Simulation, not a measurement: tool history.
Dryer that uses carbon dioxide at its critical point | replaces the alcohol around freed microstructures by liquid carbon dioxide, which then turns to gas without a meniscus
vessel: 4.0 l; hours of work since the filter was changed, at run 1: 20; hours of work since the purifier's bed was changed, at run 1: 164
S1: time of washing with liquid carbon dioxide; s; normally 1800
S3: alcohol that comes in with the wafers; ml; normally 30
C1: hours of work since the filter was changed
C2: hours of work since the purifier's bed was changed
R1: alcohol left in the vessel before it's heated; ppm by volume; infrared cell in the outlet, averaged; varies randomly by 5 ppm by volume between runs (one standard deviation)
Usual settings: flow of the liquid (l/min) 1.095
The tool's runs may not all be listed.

{"run": 1, "day": 0.0, "S1": 1800, "flow of the liquid (l/min)": 1.095, "S3": 30, "C1": 20, "C2": 164, "R1": 20}
{"run": 2, "day": 0.5, "S1": 1800, "flow of the liquid (l/min)": 1.095, "S3": 30, "C1": 29, "C2": 173, "R1": 30}
{"run": 3, "day": 0.917, "S1": 1800, "flow of the liquid (l/min)": 1.095, "S3": 30, "C1": 36, "C2": 180, "R1": 33}
{"run": 4, "day": 1.429, "S1": 1800, "flow of the liquid (l/min)": 1.095, "S3": 30, "C1": 45, "C2": 189, "R1": 33}
{"run": 5, "day": 1.958, "S1": 1800, "flow of the liquid (l/min)": 1.095, "S3": 30, "C1": 54, "C2": 198, "R1": 36}
{"run": 6, "day": 2.242, "S1": 1560, "flow of the liquid (l/min)": 1.095, "S3": 30, "C1": 59, "C2": 203, "R1": 43}
{"run": 7, "day": 2.583, "S1": 1800, "flow of the liquid (l/min)": 1.095, "S3": 30, "C1": 65, "C2": 209, "R1": 39}
{"run": 8, "day": 2.921, "S1": 1800, "flow of the liquid (l/min)": 1.095, "S3": 49, "C1": 71, "C2": 215, "R1": 31}
{"run": 9, "day": 3.212, "S1": 1800, "flow of the liquid (l/min)": 1.13, "S3": 49, "C1": 76, "C2": 220, "R1": 45}
{"run": 10, "day": 3.571, "S1": 1800, "flow of the liquid (l/min)": 1.13, "S3": 49, "C1": 82, "C2": 226, "R1": 36}
{"run": 11, "day": 3.812, "S1": 1800, "flow of the liquid (l/min)": 1.13, "S3": 49, "C1": 86, "C2": 231, "R1": 39}
{"run": 12, "day": 4.104, "S1": 1140, "flow of the liquid (l/min)": 1.095, "S3": 30, "C1": 91, "C2": 236, "R1": 92}
{"run": 13, "day": 4.608, "S1": 1140, "flow of the liquid (l/min)": 1.095, "S3": 30, "C1": 100, "C2": 245, "R1": 97}
{"run": 14, "day": 4.983, "S1": 1140, "flow of the liquid (l/min)": 1.095, "S3": 30, "C1": 107, "C2": 251, "R1": 94}
{"run": 15, "day": 5.512, "S1": 2460, "flow of the liquid (l/min)": 1.095, "S3": 30, "C1": 116, "C2": 260, "R1": 39}
{"run": 16, "day": 6.004, "S1": 1680, "flow of the liquid (l/min)": 1.35, "S3": 22, "C1": 124, "C2": 269, "R1": 44}
{"run": 17, "day": 6.292, "S1": 1680, "flow of the liquid (l/min)": 1.09, "S3": 30, "C1": 129, "C2": 274, "R1": 59}
{"run": 18, "day": 6.542, "S1": 1320, "flow of the liquid (l/min)": 0.83, "S3": 30, "C1": 134, "C2": 278, "R1": 151}
{"run": 19, "day": 6.879, "S1": 1320, "flow of the liquid (l/min)": 0.83, "S3": 30, "C1": 140, "C2": 284, "R1": 154}
{"run": 20, "day": 7.383, "S1": 2280, "flow of the liquid (l/min)": 1.26, "S3": 30, "C1": 148, "C2": 293, "R1": 41}
{"run": 21, "day": 7.742, "S1": 2040, "flow of the liquid (l/min)": 1.73, "S3": 22, "C1": 155, "C2": 299, "R1": 32}
{"run": 22, "day": 7.988, "S1": 2040, "flow of the liquid (l/min)": 1.73, "S3": 22, "C1": 159, "C2": 303, "R1": 45}
{"run": 23, "day": 8.342, "S1": 1800, "flow of the liquid (l/min)": 1.095, "S3": 111, "C1": 165, "C2": 310, "R1": 57}
{"run": 24, "day": 8.592, "S1": 1800, "flow of the liquid (l/min)": 1.095, "S3": 111, "C1": 169, "C2": 314, "R1": 65}
{"run": 25, "day": 8.9, "S1": 1800, "flow of the liquid (l/min)": 1.12, "S3": 36, "C1": 175, "C2": 319, "R1": 58}
{"run": 26, "day": 9.262, "S1": 1980, "flow of the liquid (l/min)": 0.94, "S3": 93, "C1": 181, "C2": 325, "R1": 67}

Alternative continuations, all from the tool just after run 26; predict every row:
{"run": "A", "day": 9.725, "S1": 1800, "flow of the liquid (l/min)": 0.86, "S3": 61, "C1": 189, "C2": 334, "R1": "?"}
{"run": "B", "day": 9.725, "S1": 1380, "flow of the liquid (l/min)": 0.94, "S3": 49, "C1": 189, "C2": 334, "R1": "?"}
{"run": "C", "day": 9.725, "S1": 2460, "flow of the liquid (l/min)": 1.1, "S3": 93, "C1": 189, "C2": 334, "R1": "?"}
{"run": "D", "day": 9.725, "S1": 2520, "flow of the liquid (l/min)": 1.15, "S3": 99, "C1": 189, "C2": 334, "R1": "?"}

run=A R1=104
run=B R1=156
run=C R1=42
run=D R1=47
Had the tool no hidden state, the same runs would have come out as:
run=A R1=38
run=B R1=74
run=C R1=0
run=D R1=4

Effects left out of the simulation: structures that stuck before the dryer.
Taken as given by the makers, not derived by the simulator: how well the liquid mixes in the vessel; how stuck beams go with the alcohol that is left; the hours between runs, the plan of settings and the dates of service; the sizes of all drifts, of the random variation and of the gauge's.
